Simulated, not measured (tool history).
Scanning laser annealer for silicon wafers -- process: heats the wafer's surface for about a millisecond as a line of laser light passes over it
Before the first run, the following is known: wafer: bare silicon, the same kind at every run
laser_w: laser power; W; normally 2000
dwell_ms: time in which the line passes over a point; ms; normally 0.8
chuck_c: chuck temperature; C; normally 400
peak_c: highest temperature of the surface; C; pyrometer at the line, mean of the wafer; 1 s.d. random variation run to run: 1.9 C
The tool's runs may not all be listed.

Run 1, day 0: usual settings. Result: peak_c 1164 C.
Run 2, day 2.35: usual settings. Result: peak_c 1162 C.
Run 3, day 3.638: usual settings but chuck_c 396 C. Result: peak_c 1160 C.
Run 4, day 4.883: usual settings but chuck_c 396 C. Result: peak_c 1158 C.
Run 5, day 6.704: usual settings but chuck_c 396 C. Result: peak_c 1156 C.
Run 6, day 8.675: usual settings. Result: peak_c 1157 C.
Run 7, day 10.312: usual settings. Result: peak_c 1163 C.
Run 8, day 11.688: usual settings but dwell_ms 0.588 ms. Result: peak_c 1055 C.
Run 9, day 12.904: usual settings but dwell_ms 0.588 ms. Result: peak_c 1053 C.
Run 10, day 15.25: usual settings but dwell_ms 0.588 ms. Result: peak_c 1054 C.
Run 11, day 17.25: usual settings. Result: peak_c 1158 C.
Run 12, day 19.638: usual settings. Result: peak_c 1154 C.
Run 13, day 21.85: usual settings but laser_w 2191 W, chuck_c 371 C. Result: peak_c 1208 C.
Run 14, day 23.379: usual settings but laser_w 1746 W, dwell_ms 0.678 ms. Result: peak_c 998 C.
Run 15, day 24.6: usual settings but laser_w 2011 W, chuck_c 432 C. Result: peak_c 1193 C.
Run 16, day 25.904: usual settings but laser_w 2011 W, dwell_ms 0.762 ms, chuck_c 407 C. Result: peak_c 1146 C.
Run 17, day 27.133: usual settings but laser_w 2138 W, dwell_ms 0.875 ms, chuck_c 437 C. Result: peak_c 1285 C.
Run 18, day 29.438: usual settings but laser_w 2005 W, dwell_ms 0.875 ms, chuck_c 437 C. Result: peak_c 1223 C.
Run 19, day 31.362: usual settings but laser_w 1771 W, chuck_c 421 C. Result: peak_c 1076 C.
Run 20, day 32.988: usual settings but laser_w 1771 W, chuck_c 421 C. Result: peak_c 1077 C.
Run 21, day 34.983: usual settings but laser_w 1984 W, chuck_c 402 C. Result: peak_c 1147 C.
Run 22, day 37.442: usual settings but laser_w 1841 W, chuck_c 397 C. Result: peak_c 1080 C.
Run 23, day 39.025: usual settings but laser_w 1841 W, chuck_c 397 C. Result: peak_c 1079 C.
Run 24, day 40.367: usual settings but laser_w 1841 W, chuck_c 397 C. Result: peak_c 1075 C.

Consider 4 possible next runs. They are alternatives, not a sequence: every one starts from the tool as it was left by run 24. What does each give?
Run A, day 42.754: usual settings but laser_w 2028 W, dwell_ms 0.591 ms, chuck_c 427 C. Result: peak_c ?.
Run B, day 42.754: usual settings but laser_w 2111 W, dwell_ms 0.675 ms, chuck_c 437 C. Result: peak_c ?.
Run C, day 42.754: usual settings but laser_w 1889 W, dwell_ms 0.69 ms, chuck_c 385 C. Result: peak_c ?.
Run D, day 42.754: usual settings but laser_w 1841 W, dwell_ms 0.729 ms, chuck_c 422 C. Result: peak_c ?.

run  peak_c
  A    1082
  B    1171
  C    1034
  D    1071
Without the tool's unlogged condition, the same runs would have read:
run  peak_c
  A    1112
  B    1205
  C    1064
  D    1101
